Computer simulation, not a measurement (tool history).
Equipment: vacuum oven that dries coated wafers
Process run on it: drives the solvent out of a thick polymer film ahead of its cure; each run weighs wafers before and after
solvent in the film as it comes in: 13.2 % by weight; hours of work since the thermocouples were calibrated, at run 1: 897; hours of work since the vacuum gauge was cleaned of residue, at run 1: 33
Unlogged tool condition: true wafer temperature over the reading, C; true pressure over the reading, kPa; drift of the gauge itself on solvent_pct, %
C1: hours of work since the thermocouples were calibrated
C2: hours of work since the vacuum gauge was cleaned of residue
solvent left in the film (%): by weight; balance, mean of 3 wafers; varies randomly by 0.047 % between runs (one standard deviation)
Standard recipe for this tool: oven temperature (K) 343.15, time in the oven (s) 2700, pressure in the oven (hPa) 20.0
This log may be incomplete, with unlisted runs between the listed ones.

{"run": 1, "hour": 0.0, "oven temperature (K)": 343.15, "time in the oven (s)": 2700, "pressure in the oven (hPa)": 20.0, "C1": 897, "C2": 33, "solvent left in the film (%)": 2.16}
{"run": 2, "hour": 13.2, "oven temperature (K)": 343.15, "time in the oven (s)": 2700, "pressure in the oven (hPa)": 20.0, "C1": 903, "C2": 39, "solvent left in the film (%)": 2.12}
{"run": 3, "hour": 35.8, "oven temperature (K)": 343.15, "time in the oven (s)": 2700, "pressure in the oven (hPa)": 20.0, "C1": 914, "C2": 49, "solvent left in the film (%)": 2.12}
{"run": 4, "hour": 48.9, "oven temperature (K)": 343.15, "time in the oven (s)": 2700, "pressure in the oven (hPa)": 20.0, "C1": 920, "C2": 56, "solvent left in the film (%)": 2.1}
{"run": 5, "hour": 73.5, "oven temperature (K)": 343.15, "time in the oven (s)": 4740, "pressure in the oven (hPa)": 20.0, "C1": 932, "C2": 67, "solvent left in the film (%)": 1.13}
{"run": 6, "hour": 91.1, "oven temperature (K)": 343.15, "time in the oven (s)": 4440, "pressure in the oven (hPa)": 20.0, "C1": 940, "C2": 75, "solvent left in the film (%)": 1.16}
{"run": 7, "hour": 116.1, "oven temperature (K)": 337.15, "time in the oven (s)": 2700, "pressure in the oven (hPa)": 20.0, "C1": 952, "C2": 87, "solvent left in the film (%)": 3.04}
{"run": 8, "hour": 128.4, "oven temperature (K)": 337.15, "time in the oven (s)": 2700, "pressure in the oven (hPa)": 20.0, "C1": 958, "C2": 93, "solvent left in the film (%)": 3.06}
{"run": 9, "hour": 153.0, "oven temperature (K)": 343.15, "time in the oven (s)": 2700, "pressure in the oven (hPa)": 17.5, "C1": 969, "C2": 104, "solvent left in the film (%)": 2.02}
{"run": 10, "hour": 166.3, "oven temperature (K)": 343.15, "time in the oven (s)": 2700, "pressure in the oven (hPa)": 17.5, "C1": 975, "C2": 111, "solvent left in the film (%)": 2.02}
{"run": 11, "hour": 181.9, "oven temperature (K)": 343.15, "time in the oven (s)": 2700, "pressure in the oven (hPa)": 17.5, "C1": 983, "C2": 118, "solvent left in the film (%)": 2.09}
{"run": 12, "hour": 197.4, "oven temperature (K)": 339.15, "time in the oven (s)": 2700, "pressure in the oven (hPa)": 20.0, "C1": 990, "C2": 125, "solvent left in the film (%)": 2.75}
{"run": 13, "hour": 222.0, "oven temperature (K)": 343.15, "time in the oven (s)": 2700, "pressure in the oven (hPa)": 20.0, "C1": 1002, "C2": 137, "solvent left in the film (%)": 2.1}
{"run": 14, "hour": 248.9, "oven temperature (K)": 343.15, "time in the oven (s)": 2700, "pressure in the oven (hPa)": 20.0, "C1": 1014, "C2": 150, "solvent left in the film (%)": 2.16}
{"run": 15, "hour": 275.8, "oven temperature (K)": 343.15, "time in the oven (s)": 2700, "pressure in the oven (hPa)": 20.0, "C1": 1027, "C2": 162, "solvent left in the film (%)": 2.12}
{"run": 16, "hour": 294.8, "oven temperature (K)": 343.15, "time in the oven (s)": 2700, "pressure in the oven (hPa)": 20.0, "C1": 1036, "C2": 171, "solvent left in the film (%)": 2.11}
{"run": 17, "hour": 317.0, "oven temperature (K)": 343.15, "time in the oven (s)": 2700, "pressure in the oven (hPa)": 20.0, "C1": 1046, "C2": 182, "solvent left in the film (%)": 2.03}
{"run": 18, "hour": 330.2, "oven temperature (K)": 343.15, "time in the oven (s)": 2700, "pressure in the oven (hPa)": 60.3, "C1": 1052, "C2": 188, "solvent left in the film (%)": 3.58}
{"run": 19, "hour": 346.2, "oven temperature (K)": 343.15, "time in the oven (s)": 2700, "pressure in the oven (hPa)": 60.3, "C1": 1060, "C2": 195, "solvent left in the film (%)": 3.57}
{"run": 20, "hour": 359.2, "oven temperature (K)": 343.15, "time in the oven (s)": 2700, "pressure in the oven (hPa)": 33.8, "C1": 1066, "C2": 201, "solvent left in the film (%)": 2.61}
{"run": 21, "hour": 386.7, "oven temperature (K)": 350.15, "time in the oven (s)": 4140, "pressure in the oven (hPa)": 33.8, "C1": 1079, "C2": 214, "solvent left in the film (%)": 1.23}
{"run": 22, "hour": 402.4, "oven temperature (K)": 350.15, "time in the oven (s)": 4140, "pressure in the oven (hPa)": 33.8, "C1": 1086, "C2": 222, "solvent left in the film (%)": 1.24}
{"run": 23, "hour": 418.0, "oven temperature (K)": 354.15, "time in the oven (s)": 2760, "pressure in the oven (hPa)": 54.2, "C1": 1094, "C2": 229, "solvent left in the film (%)": 1.83}
{"run": 24, "hour": 437.1, "oven temperature (K)": 354.15, "time in the oven (s)": 2760, "pressure in the oven (hPa)": 13.6, "C1": 1103, "C2": 238, "solvent left in the film (%)": 0.68}
{"run": 25, "hour": 455.7, "oven temperature (K)": 354.15, "time in the oven (s)": 1560, "pressure in the oven (hPa)": 13.6, "C1": 1111, "C2": 247, "solvent left in the film (%)": 1.79}
{"run": 26, "hour": 469.4, "oven temperature (K)": 343.15, "time in the oven (s)": 1920, "pressure in the oven (hPa)": 65.2, "C1": 1118, "C2": 253, "solvent left in the film (%)": 4.62}
{"run": 27, "hour": 486.7, "oven temperature (K)": 343.15, "time in the oven (s)": 1920, "pressure in the oven (hPa)": 65.2, "C1": 1126, "C2": 261, "solvent left in the film (%)": 4.55}
{"run": 28, "hour": 509.2, "oven temperature (K)": 335.15, "time in the oven (s)": 1500, "pressure in the oven (hPa)": 34.4, "C1": 1136, "C2": 272, "solvent left in the film (%)": 6.11}
{"run": 29, "hour": 533.3, "oven temperature (K)": 351.15, "time in the oven (s)": 2580, "pressure in the oven (hPa)": 71.0, "C1": 1148, "C2": 283, "solvent left in the film (%)": 2.65}
{"run": 30, "hour": 548.2, "oven temperature (K)": 340.15, "time in the oven (s)": 1920, "pressure in the oven (hPa)": 20.0, "C1": 1155, "C2": 290, "solvent left in the film (%)": 3.62}
{"run": 31, "hour": 572.8, "oven temperature (K)": 342.15, "time in the oven (s)": 1920, "pressure in the oven (hPa)": 20.0, "C1": 1166, "C2": 302, "solvent left in the film (%)": 3.24}
{"run": 32, "hour": 596.0, "oven temperature (K)": 343.15, "time in the oven (s)": 3600, "pressure in the oven (hPa)": 71.0, "C1": 1177, "C2": 313, "solvent left in the film (%)": 3.47}
{"run": 33, "hour": 613.9, "oven temperature (K)": 343.15, "time in the oven (s)": 3600, "pressure in the oven (hPa)": 71.0, "C1": 1186, "C2": 321, "solvent left in the film (%)": 3.54}
{"run": 34, "hour": 630.9, "oven temperature (K)": 343.15, "time in the oven (s)": 3600, "pressure in the oven (hPa)": 71.0, "C1": 1194, "C2": 329, "solvent left in the film (%)": 3.54}
{"run": 35, "hour": 655.8, "oven temperature (K)": 355.15, "time in the oven (s)": 1920, "pressure in the oven (hPa)": 12.3, "C1": 1205, "C2": 341, "solvent left in the film (%)": 1.17}
{"run": 36, "hour": 678.9, "oven temperature (K)": 336.15, "time in the oven (s)": 1860, "pressure in the oven (hPa)": 20.0, "C1": 1216, "C2": 352, "solvent left in the film (%)": 4.5}

How would selected steps in solvent left in the film (%) from run to run divide? Give the signed amount a tool lacking its hidden state would still show from settings, what came in and random variation, and the signed amount left for the hidden state, including any gauge scatter that is not in both of the compared results.
Run 20 -> 21: oven temperature (K) 343.15 -> 350.15, time in the oven (s) 2700 -> 4140. solvent left in the film (%) -1.38: hidden state +0.24, all else -1.62.
Run 25 -> 26: oven temperature (K) 354.15 -> 343.15, time in the oven (s) 1560 -> 1920, pressure in the oven (hPa) 13.6 -> 65.2. solvent left in the film (%) +2.83: hidden state -0.23, all else +3.06.
Run 28 -> 29: oven temperature (K) 335.15 -> 351.15, time in the oven (s) 1500 -> 2580, pressure in the oven (hPa) 34.4 -> 71.0. solvent left in the film (%) -3.46: hidden state +0.14, all else -3.60.
Run 35 -> 36: oven temperature (K) 355.15 -> 336.15, time in the oven (s) 1920 -> 1860, pressure in the oven (hPa) 12.3 -> 20.0. solvent left in the film (%) +3.33: hidden state -0.26, all else +3.59.

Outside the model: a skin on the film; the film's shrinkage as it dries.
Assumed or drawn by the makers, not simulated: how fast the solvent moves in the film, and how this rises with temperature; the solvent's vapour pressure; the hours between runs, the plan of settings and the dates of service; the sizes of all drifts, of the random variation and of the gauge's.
